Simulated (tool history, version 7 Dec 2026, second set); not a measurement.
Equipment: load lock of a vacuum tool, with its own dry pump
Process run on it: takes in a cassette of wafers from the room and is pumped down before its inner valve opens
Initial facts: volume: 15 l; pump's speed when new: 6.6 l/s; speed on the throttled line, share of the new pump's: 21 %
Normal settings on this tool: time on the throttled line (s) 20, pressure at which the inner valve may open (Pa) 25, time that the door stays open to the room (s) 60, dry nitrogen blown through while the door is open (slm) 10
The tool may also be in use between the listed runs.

| run | hour | time on the throttled line (s) | pressure at which the inner valve may open (Pa) | time that the door stays open to the room (s) | dry nitrogen blown through while the door is open (slm) | incoming humidity of the room's air, % | time from the closed door until the inner valve may open (s) | rise of the pressure with all valves shut (Pa/min) |
|---|---|---|---|---|---|---|---|---|
| 1 | 0 | 20 | 25 | 60 | 10 | 44.2 | 34.9 | 0.04 |
| 2 | 269.2 | 20 | 25 | 60 | 10 | 44.6 | 34.8 | 0.04 |
| 3 | 437.4 | 20 | 25 | 60 | 10 | 45 | 34.7 | 0.042 |
| 4 | 695.3 | 20 | 25 | 60 | 10 | 44.5 | 35 | 0.041 |
| 5 | 959.9 | 20 | 25 | 60 | 10 | 45.3 | 34.8 | 0.035 |
| 6 | 1168.5 | 20 | 25 | 60 | 10 | 43.6 | 34.7 | 0.039 |
| 7 | 1468.9 | 20 | 25 | 60 | 10 | 45.9 | 34.7 | 0.041 |
| 8 | 1641 | 20 | 25 | 60 | 10 | 41.4 | 34.7 | 0.039 |
| 9 | 1998.6 | 20 | 25 | 60 | 10 | 45.1 | 34.6 | 0.042 |
| 10 | 2379.6 | 20 | 25 | 60 | 10 | 47.8 | 34.8 | 0.04 |
| 11 | 2572 | 20 | 25 | 60 | 10 | 46 | 34.9 | 0.04 |
| 12 | 2937.6 | 20 | 25 | 60 | 10 | 43.2 | 34.8 | 0.04 |
| 13 | 3327.5 | 20 | 25 | 48 | 10 | 44.2 | 34.7 | 0.032 |
| 14 | 3553.6 | 26 | 23 | 187 | 10 | 47.5 | 39.7 | 0.076 |
| 15 | 3881.8 | 39 | 25 | 75 | 10 | 43.4 | 49.7 | 0.047 |
| 16 | 4077.9 | 39 | 25 | 75 | 10 | 44.1 | 50 | 0.046 |
| 17 | 4345.9 | 39 | 25 | 75 | 10 | 45 | 49.7 | 0.043 |
| 18 | 4528.5 | 17 | 25 | 105 | 10 | 42.2 | 32.2 | 0.055 |
| 19 | 4877.3 | 34 | 25 | 60 | 10 | 44 | 45.9 | 0.039 |
| 20 | 5271.8 | 34 | 25 | 60 | 10 | 48.3 | 45.8 | 0.048 |
| 21 | 5546.6 | 22 | 46 | 67 | 40 | 43.9 | 34.7 | 0.024 |
| 22 | 5841.3 | 34 | 25 | 29 | 10 | 45.3 | 45.8 | 0.026 |
| 23 | 6232.1 | 29 | 19 | 29 | 10 | 44.3 | 42.6 | 0.029 |
| 24 | 6513.8 | 34 | 33 | 33 | 35 | 49.1 | 45.4 | 0.022 |
|  | 6581.8 | door's seal changed, seat wiped |
| 25 | 6823.1 | 34 | 33 | 33 | 35 | 45.6 | 45.3 | 0.018 |

Branching from run 25: 3 alternative next runs. What would each branch give?
| A | 7080.4 | 31 | 24 | 60 | 39 | 38 | ? | ? |
| B | 7080.4 | 11 | 33 | 33 | 35 | 48.2 | ? | ? |
| C | 7080.4 | 13 | 25 | 60 | 10 | 46.9 | ? | ? |

| run | time from the closed door until the inner valve may open (s) | rise of the pressure with all valves shut (Pa/min) |
|---|---|---|
| A | 43.5 | 0.023 |
| B | 27 | 0.021 |
| C | 29.4 | 0.037 |
With the hidden condition removed and each run's random variation left untouched, the same runs would have given:
| run | time from the closed door until the inner valve may open (s) | rise of the pressure with all valves shut (Pa/min) |
|---|---|---|
| A | 43.5 | 0.023 |
| B | 27 | 0.021 |
| C | 29.4 | 0.037 |
